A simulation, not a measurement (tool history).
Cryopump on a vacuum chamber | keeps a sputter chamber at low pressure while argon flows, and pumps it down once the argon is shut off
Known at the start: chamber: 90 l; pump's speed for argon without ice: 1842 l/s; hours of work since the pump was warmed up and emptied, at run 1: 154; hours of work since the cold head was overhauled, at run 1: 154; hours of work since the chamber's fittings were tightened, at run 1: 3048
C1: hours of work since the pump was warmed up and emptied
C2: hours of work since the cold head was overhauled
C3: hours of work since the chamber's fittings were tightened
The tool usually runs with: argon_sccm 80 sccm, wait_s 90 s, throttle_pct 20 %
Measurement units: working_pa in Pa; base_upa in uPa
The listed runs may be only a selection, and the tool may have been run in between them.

run 1 day=0.000 | argon_sccm=80 wait_s=90 throttle_pct=20 | C1=154 C2=154 C3=3048 | working_pa=0.3742 base_upa=2.84
run 2 day=0.817 | argon_sccm=37 wait_s=90 throttle_pct=20 | C1=164 C2=164 C3=3059 | working_pa=0.1748 base_upa=2.84
run 3 day=1.638 | argon_sccm=80 wait_s=90 throttle_pct=20 | C1=175 C2=175 C3=3070 | working_pa=0.3775 base_upa=2.91
run 4 day=2.346 | argon_sccm=80 wait_s=90 throttle_pct=20 | C1=184 C2=184 C3=3079 | working_pa=0.3790 base_upa=2.85
run 5 day=3.079 | argon_sccm=80 wait_s=90 throttle_pct=20 | C1=194 C2=194 C3=3089 | working_pa=0.3774 base_upa=2.93
run 6 day=4.254 | argon_sccm=80 wait_s=90 throttle_pct=20 | C1=210 C2=210 C3=3104 | working_pa=0.3801 base_upa=3.01
run 7 day=4.925 | argon_sccm=80 wait_s=75 throttle_pct=20 | C1=218 C2=218 C3=3113 | working_pa=0.3805 base_upa=3.01
run 8 day=5.479 | argon_sccm=80 wait_s=25 throttle_pct=20 | C1=226 C2=226 C3=3120 | working_pa=0.3810 base_upa=4.68
run 9 day=6.588 | argon_sccm=80 wait_s=72 throttle_pct=25 | C1=240 C2=240 C3=3135 | working_pa=0.3081 base_upa=3.13
run 10 day=7.150 | argon_sccm=80 wait_s=125 throttle_pct=19 | C1=248 C2=248 C3=3142 | working_pa=0.4006 base_upa=2.85
run 11 day=8.150 | argon_sccm=159 wait_s=47 throttle_pct=56 | C1=261 C2=261 C3=3156 | working_pa=0.2907 base_upa=3.72
run 12 day=9.046 | argon_sccm=159 wait_s=33 throttle_pct=30 | C1=273 C2=273 C3=3167 | working_pa=0.5177 base_upa=4.13
run 13 day=9.579 | argon_sccm=60 wait_s=90 throttle_pct=20 | C1=280 C2=280 C3=3175 | working_pa=0.2864 base_upa=3.10
run 14 day=10.217 | argon_sccm=60 wait_s=90 throttle_pct=20 | C1=288 C2=288 C3=3183 | working_pa=0.2867 base_upa=3.07
run 15 day=11.333 | argon_sccm=60 wait_s=90 throttle_pct=20 | C1=303 C2=303 C3=3198 | working_pa=0.2894 base_upa=3.18
run 16 day=12.521 | argon_sccm=60 wait_s=90 throttle_pct=20 | C1=319 C2=319 C3=3213 | working_pa=0.2900 base_upa=3.15

Same runs, no hidden state in the tool, same run-to-run variation:
Unlogged tool condition in this case: pump's speed, % of a pump's without ice; cold plate's temperature, K; leak into the chamber, uPa l/s; drift of the gauge itself on working_pa, %; drift of the gauge itself on base_upa, %.
run=1 working_pa=0.3649 base_upa=0.86
run=2 working_pa=0.1702 base_upa=0.85
run=3 working_pa=0.3670 base_upa=0.88
run=4 working_pa=0.3679 base_upa=0.85
run=5 working_pa=0.3657 base_upa=0.89
run=6 working_pa=0.3675 base_upa=0.89
run=7 working_pa=0.3674 base_upa=0.96
run=8 working_pa=0.3674 base_upa=2.61
run=9 working_pa=0.2936 base_upa=1.04
run=10 working_pa=0.3857 base_upa=0.68
run=11 working_pa=0.2592 base_upa=1.51
run=12 working_pa=0.4846 base_upa=1.99
run=13 working_pa=0.2736 base_upa=0.86
run=14 working_pa=0.2734 base_upa=0.85
run=15 working_pa=0.2753 base_upa=0.88
run=16 working_pa=0.2751 base_upa=0.83
